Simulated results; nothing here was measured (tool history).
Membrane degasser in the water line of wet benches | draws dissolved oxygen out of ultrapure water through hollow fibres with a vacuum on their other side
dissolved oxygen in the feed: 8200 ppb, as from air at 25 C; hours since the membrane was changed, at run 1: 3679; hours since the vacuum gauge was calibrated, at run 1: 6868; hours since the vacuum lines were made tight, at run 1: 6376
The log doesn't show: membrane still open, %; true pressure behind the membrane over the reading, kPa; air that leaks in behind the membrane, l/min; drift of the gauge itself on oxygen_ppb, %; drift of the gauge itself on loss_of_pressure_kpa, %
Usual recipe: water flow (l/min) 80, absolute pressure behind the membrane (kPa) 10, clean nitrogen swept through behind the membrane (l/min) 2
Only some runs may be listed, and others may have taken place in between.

| run | hour | water flow (l/min) | absolute pressure behind the membrane (kPa) | clean nitrogen swept through behind the membrane (l/min) | hours since the membrane was changed | hours since the vacuum gauge was calibrated | hours since the vacuum lines were made tight | dissolved oxygen in the water behind the degasser (ppb) | pressure that the water loses in the fibres (kPa) |
|---|---|---|---|---|---|---|---|---|---|
| 1 | 0 | 80 | 10 | 2 | 3679 | 6868 | 6376 | 551.4 | 60.13 |
| 2 | 45.2 | 80 | 10 | 2 | 3724 | 6914 | 6421 | 547.3 | 59.94 |
| 3 | 122.4 | 80 | 10 | 2 | 3801 | 6991 | 6498 | 548.4 | 60.07 |
| 4 | 170.2 | 80 | 10 | 2 | 3849 | 7039 | 6546 | 553.3 | 59.76 |
| 5 | 239 | 85 | 10 | 2 | 3918 | 7107 | 6615 | 574.8 | 63.72 |
| 6 | 291.9 | 80 | 10 | 2 | 3971 | 7160 | 6668 | 549.3 | 60.1 |
| 7 | 352.4 | 80 | 10 | 2 | 4031 | 7221 | 6728 | 555.3 | 59.72 |
| 8 | 443.6 | 80 | 10 | 2 | 4123 | 7312 | 6819 | 556.4 | 59.74 |
| 9 | 514.9 | 80 | 10 | 2 | 4194 | 7383 | 6891 | 556.8 | 59.83 |
| 10 | 601.6 | 80 | 10 | 2 | 4281 | 7470 | 6977 | 561.1 | 59.57 |
| 11 | 649.1 | 80 | 10 | 2 | 4328 | 7517 | 7025 | 546.5 | 59.93 |
| 12 | 740 | 80 | 10 | 2 | 4419 | 7608 | 7116 | 548.8 | 60.18 |
| 13 | 799 | 80 | 10 | 2 | 4478 | 7667 | 7175 | 554.5 | 59.93 |
| 14 | 868.4 | 80 | 10 | 2 | 4547 | 7737 | 7244 | 549.8 | 60.01 |
| 15 | 931.2 | 80 | 10 | 2 | 4610 | 7800 | 7307 | 560.4 | 59.7 |
| 16 | 1021.4 | 80 | 10 | 2 | 4700 | 7890 | 7397 | 552.8 | 60.18 |
| 17 | 1109.3 | 80 | 10 | 2 | 4788 | 7978 | 7485 | 541.7 | 60.15 |
| 18 | 1172.7 | 80 | 10 | 2 | 4852 | 8041 | 7548 | 558.2 | 60.24 |
|  | 1213.6 | vacuum gauge calibrated |
| 19 | 1251.1 | 80 | 10 | 4.65 | 4930 | 37 | 7626 | 258.4 | 60.09 |

Forecast run 20:
| 20 | 1292.5 | 51 | 22.1 | 1 | 4971 | 79 | 7668 | ? | ? |

{"run 20": {"dissolved oxygen in the water behind the degasser (ppb)": 1564.1, "pressure that the water loses in the fibres (kPa)": 38.39}}
On a tool with no hidden condition, and with the same random variation, this run would have come out at dissolved oxygen in the water behind the degasser (ppb) 1568.3, pressure that the water loses in the fibres (kPa) 37.48.
